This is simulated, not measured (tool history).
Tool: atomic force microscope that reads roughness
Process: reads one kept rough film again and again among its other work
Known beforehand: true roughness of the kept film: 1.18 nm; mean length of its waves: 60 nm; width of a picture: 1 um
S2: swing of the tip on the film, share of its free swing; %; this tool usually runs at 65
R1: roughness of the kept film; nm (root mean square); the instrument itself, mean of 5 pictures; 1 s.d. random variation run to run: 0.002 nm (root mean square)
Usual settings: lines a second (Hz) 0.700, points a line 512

Run 1, hour 0.0: usual settings. Result: R1 1.112 nm (root mean square).
Run 2, hour 8.1: usual settings. Result: R1 1.111 nm (root mean square).
Run 3, hour 23.9: usual settings. Result: R1 1.107 nm (root mean square).
Run 4, hour 39.2: usual settings. Result: R1 1.111 nm (root mean square).
Run 5, hour 49.5: usual settings. Result: R1 1.131 nm (root mean square).
Run 6, hour 59.3: usual settings. Result: R1 1.132 nm (root mean square).
Run 7, hour 70.8: usual settings. Result: R1 1.131 nm (root mean square).
Run 8, hour 86.6: usual settings. Result: R1 1.131 nm (root mean square).
Run 9, hour 100.3: usual settings. Result: R1 1.129 nm (root mean square).
Run 10, hour 110.1: usual settings. Result: R1 1.131 nm (root mean square).
Run 11, hour 116.9: usual settings. Result: R1 1.125 nm (root mean square).
Run 12, hour 124.1: usual settings. Result: R1 1.130 nm (root mean square).
Run 13, hour 131.7: usual settings. Result: R1 1.126 nm (root mean square).
Run 14, hour 147.7: usual settings. Result: R1 1.125 nm (root mean square).
Run 15, hour 163.6: usual settings but points a line 534. Result: R1 1.125 nm (root mean square).
Run 16, hour 170.1: usual settings. Result: R1 1.118 nm (root mean square).
Run 17, hour 183.0: usual settings. Result: R1 1.124 nm (root mean square).
Run 18, hour 190.5: usual settings. Result: R1 1.123 nm (root mean square).
Run 19, hour 206.1: usual settings but points a line 317. Result: R1 1.118 nm (root mean square).
Run 20, hour 213.4: usual settings. Result: R1 1.119 nm (root mean square).
Run 21, hour 225.4: usual settings but lines a second (Hz) 1.083. Result: R1 1.104 nm (root mean square).
Run 22, hour 233.6: usual settings but lines a second (Hz) 1.083, points a line 278. Result: R1 1.097 nm (root mean square).
Run 23, hour 246.1: usual settings but lines a second (Hz) 1.083, points a line 278. Result: R1 1.096 nm (root mean square).
Run 24, hour 258.9: usual settings but points a line 318. Result: R1 1.110 nm (root mean square).
Run 25, hour 271.7: usual settings but points a line 318. Result: R1 1.109 nm (root mean square).
Run 26, hour 279.6: usual settings. Result: R1 1.113 nm (root mean square).
Run 27, hour 291.5: usual settings. Result: R1 1.109 nm (root mean square).
Run 28, hour 303.9: usual settings but lines a second (Hz) 0.689, points a line 822. Result: R1 1.143 nm (root mean square).
Run 29, hour 317.9: usual settings but lines a second (Hz) 1.648, S2 62 %, points a line 627. Result: R1 1.109 nm (root mean square).
Run 30, hour 325.0: usual settings but lines a second (Hz) 1.648, S2 62 %, points a line 627. Result: R1 1.114 nm (root mean square).
Run 31, hour 333.0: usual settings but lines a second (Hz) 0.868, points a line 724. Result: R1 1.130 nm (root mean square).
Run 32, hour 348.1: usual settings but points a line 320. Result: R1 1.127 nm (root mean square).
Run 33, hour 356.3: usual settings but points a line 570. Result: R1 1.131 nm (root mean square).
Run 34, hour 364.7: usual settings but lines a second (Hz) 0.869, S2 57 %, points a line 808. Result: R1 1.138 nm (root mean square).
Run 35, hour 372.8: usual settings but lines a second (Hz) 1.467, S2 71 %. Result: R1 1.074 nm (root mean square).
Run 36, hour 382.4: usual settings but lines a second (Hz) 3.332, S2 79 %, points a line 894. Result: R1 0.918 nm (root mean square).
Run 37, hour 396.3: usual settings but lines a second (Hz) 3.332, S2 79 %, points a line 894. Result: R1 0.914 nm (root mean square).
Run 38, hour 408.3: usual settings but lines a second (Hz) 0.512, S2 89 %, points a line 376. Result: R1 1.084 nm (root mean square).
Run 39, hour 416.7: usual settings but lines a second (Hz) 0.512, S2 89 %, points a line 376. Result: R1 1.077 nm (root mean square).
Run 40, hour 431.8: usual settings but lines a second (Hz) 0.512, S2 89 %, points a line 376. Result: R1 1.077 nm (root mean square).
Run 41, hour 441.9: usual settings but lines a second (Hz) 0.544, S2 58 %, points a line 376. Result: R1 1.133 nm (root mean square).
Run 42, hour 457.7: usual settings but lines a second (Hz) 2.789, S2 78 %, points a line 1022. Result: R1 0.950 nm (root mean square).
Run 43, hour 473.0: usual settings but lines a second (Hz) 2.789, S2 78 %, points a line 1022. Result: R1 0.949 nm (root mean square).
Run 44, hour 480.4: usual settings but points a line 508. Result: R1 1.114 nm (root mean square).
Run 45, hour 488.6: usual settings but lines a second (Hz) 0.635, S2 73 %, points a line 316. Result: R1 1.102 nm (root mean square).
Run 46, hour 500.9: usual settings but lines a second (Hz) 0.632, S2 81 %, points a line 608. Result: R1 1.084 nm (root mean square).
Run 47, hour 512.6: usual settings but lines a second (Hz) 1.879, S2 63 %, points a line 386. Result: R1 1.076 nm (root mean square).
Run 48, hour 524.5: usual settings but lines a second (Hz) 0.866, S2 63 %, points a line 721. Result: R1 1.106 nm (root mean square).
Run 49, hour 535.5: usual settings but lines a second (Hz) 0.866, S2 63 %, points a line 721. Result: R1 1.108 nm (root mean square).
Run 50, hour 544.6: usual settings but lines a second (Hz) 0.670, S2 61 %, points a line 636. Result: R1 1.116 nm (root mean square).
Run 51, hour 551.8: usual settings but lines a second (Hz) 2.999, S2 79 %, points a line 430. Result: R1 0.920 nm (root mean square).
Run 52, hour 568.7: usual settings but lines a second (Hz) 3.474, points a line 492. Result: R1 1.036 nm (root mean square).

Withheld: 5 entries from between the runs. Position of each, and hidden state at the listed run before versus the listed run after:
After run 4, before run 5: new tip fitted (hour 42.9)
  radius of the tip, nm: 31.3 -> 11.3; height scale over the true one, %: 0.13 -> 0.14
  what was measured, less what the result would be without the hidden state, R1: -0.028 -> +0.000 nm (root mean square)
After run 24, before run 25: height scale calibrated on a step standard (hour 260.9)
  radius of the tip, nm: 27.6 -> 28.6; height scale over the true one, %: 0.31 -> 0.41
  what was measured, less what the result would be without the hidden state, R1: -0.021 -> -0.022 nm (root mean square)
After run 27, before run 28: new tip fitted (hour 300.5)
  radius of the tip, nm: 30.1 -> 10.3; height scale over the true one, %: 0.43 -> 0.44
  what was measured, less what the result would be without the hidden state, R1: -0.023 -> +0.005 nm (root mean square)
After run 31, before run 32: height scale calibrated on a step standard, once more (hour 337.7)
  radius of the tip, nm: 12.7 -> 13.7; height scale over the true one, %: 0.46 -> -0.05
  what was measured, less what the result would be without the hidden state, R1: +0.001 -> -0.006 nm (root mean square)
After run 51, before run 52: new tip fitted (hour 557.8)
  radius of the tip, nm: 30.2 -> 11.9; height scale over the true one, %: 0.12 -> 0.14
  what was measured, less what the result would be without the hidden state, R1: -0.023 -> -0.001 nm (root mean square)
